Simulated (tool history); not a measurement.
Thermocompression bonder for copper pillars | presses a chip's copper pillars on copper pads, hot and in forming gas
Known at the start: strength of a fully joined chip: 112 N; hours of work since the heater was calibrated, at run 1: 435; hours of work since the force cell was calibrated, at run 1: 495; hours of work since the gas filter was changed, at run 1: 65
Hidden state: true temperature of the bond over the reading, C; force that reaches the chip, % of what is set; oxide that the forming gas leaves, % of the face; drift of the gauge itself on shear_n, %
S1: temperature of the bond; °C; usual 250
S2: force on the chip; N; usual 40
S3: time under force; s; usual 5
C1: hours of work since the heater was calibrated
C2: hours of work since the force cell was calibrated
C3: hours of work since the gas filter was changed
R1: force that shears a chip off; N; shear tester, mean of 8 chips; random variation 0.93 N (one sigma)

| run | day | S1 | S2 | S3 | C1 | C2 | C3 | R1 |
|---|---|---|---|---|---|---|---|---|
| 1 | 0 | 250 | 40 | 5 | 435 | 495 | 65 | 75.1 |
| 2 | 1.288 | 250 | 40 | 5 | 453 | 513 | 83 | 76.1 |
| 3 | 3.217 | 250 | 40 | 5 | 479 | 539 | 109 | 74.9 |
| 4 | 5.283 | 250 | 40 | 6 | 508 | 568 | 138 | 78.1 |
| 5 | 7.862 | 250 | 40 | 6 | 543 | 603 | 173 | 76.4 |
| 6 | 10.258 | 250 | 40 | 6 | 576 | 636 | 206 | 75.5 |
| 7 | 12.575 | 250 | 40 | 6 | 608 | 668 | 238 | 76.1 |
| 8 | 15.067 | 250 | 40 | 6 | 643 | 703 | 273 | 76 |
| 9 | 17.083 | 278 | 40 | 5 | 670 | 730 | 301 | 91.5 |
|  | 17.3 | forming gas filter changed |
| 10 | 19.2 | 270 | 40 | 5 | 699 | 759 | 26 | 90.5 |
| 11 | 20.817 | 222 | 40 | 5 | 722 | 782 | 49 | 48.4 |
| 12 | 22.317 | 222 | 40 | 5 | 742 | 802 | 69 | 47.5 |
| 13 | 23.762 | 222 | 40 | 5 | 762 | 822 | 89 | 47.8 |
| 14 | 26.288 | 250 | 40 | 5 | 797 | 857 | 124 | 73.3 |
| 15 | 28.558 | 250 | 40 | 15 | 828 | 888 | 155 | 93.5 |
| 16 | 30.075 | 273 | 40 | 5 | 849 | 909 | 176 | 91.4 |
| 17 | 32.35 | 250 | 40 | 3 | 881 | 941 | 208 | 60.6 |
| 18 | 33.792 | 250 | 40 | 4 | 901 | 961 | 228 | 67.3 |
| 19 | 35.421 | 250 | 40 | 4 | 923 | 983 | 250 | 66.6 |
| 20 | 37.567 | 250 | 40 | 4 | 953 | 1013 | 280 | 65.9 |
|  | 39.279 | forming gas filter changed |
| 21 | 39.279 | 253 | 43 | 12 | 976 | 1036 | 0 | 95.3 |
| 22 | 40.979 | 226 | 49 | 13 | 1000 | 1060 | 23 | 78.5 |
| 23 | 42.35 | 239 | 36 | 5 | 1018 | 1078 | 42 | 60.2 |
| 24 | 43.767 | 232 | 40 | 5 | 1038 | 1098 | 62 | 57 |
| 25 | 45.554 | 220 | 45 | 5 | 1063 | 1123 | 87 | 47.5 |
| 26 | 46.883 | 220 | 45 | 5 | 1081 | 1141 | 105 | 47.8 |
| 27 | 48.988 | 274 | 59 | 5 | 1110 | 1170 | 134 | 100.2 |
| 28 | 51.242 | 231 | 31 | 3 | 1141 | 1201 | 165 | 37.8 |
| 29 | 53.346 | 255 | 40 | 6 | 1170 | 1230 | 194 | 78.1 |
| 30 | 54.762 | 255 | 40 | 6 | 1190 | 1250 | 214 | 77.9 |
| 31 | 56.05 | 273 | 42 | 5 | 1207 | 1267 | 231 | 89.2 |
| 32 | 58.721 | 223 | 49 | 3 | 1244 | 1304 | 268 | 42.3 |
| 33 | 61.004 | 223 | 52 | 6 | 1276 | 1336 | 300 | 55.9 |
|  | 61.162 | forming gas filter changed |
| 34 | 62.35 | 255 | 33 | 4 | 1294 | 1354 | 16 | 67.9 |
| 35 | 64.638 | 255 | 33 | 4 | 1326 | 1386 | 48 | 68.5 |
| 36 | 65.933 | 255 | 43 | 14 | 1343 | 1403 | 66 | 96 |
| 37 | 67.483 | 268 | 31 | 6 | 1365 | 1425 | 87 | 83.9 |
| 38 | 69.296 | 253 | 31 | 6 | 1390 | 1450 | 112 | 69 |
| 39 | 70.975 | 233 | 55 | 5 | 1413 | 1473 | 135 | 66.1 |

Some steps in R1 between neighbouring runs. How much of each would the tool show without its hidden state too (settings, what came in, random variation), and how much is left for the hidden state, with any gauge scatter that isn't in both results?
Run 9 -> 10: S1 278 -> 270, forming gas filter changed. R1 -1 N: hidden state +6.9, all else -7.9.
Run 20 -> 21: S1 250 -> 253, S2 40 -> 43, S3 4 -> 12, forming gas filter changed. R1 +29.4 N: hidden state +6.3, all else +23.1.
Run 26 -> 27: S1 220 -> 274, S2 45 -> 59. R1 +52.4 N: hidden state -0.4, all else +52.8.
Run 27 -> 28: S1 274 -> 231, S2 59 -> 31, S3 5 -> 3. R1 -62.4 N: hidden state +0.4, all else -62.8.
Run 31 -> 32: S1 273 -> 223, S2 42 -> 49, S3 5 -> 3. R1 -46.9 N: hidden state +1.3, all else -48.2.
Run 33 -> 34: S1 223 -> 255, S2 52 -> 33, S3 6 -> 4, forming gas filter changed. R1 +12 N: hidden state +5.1, all else +6.9.

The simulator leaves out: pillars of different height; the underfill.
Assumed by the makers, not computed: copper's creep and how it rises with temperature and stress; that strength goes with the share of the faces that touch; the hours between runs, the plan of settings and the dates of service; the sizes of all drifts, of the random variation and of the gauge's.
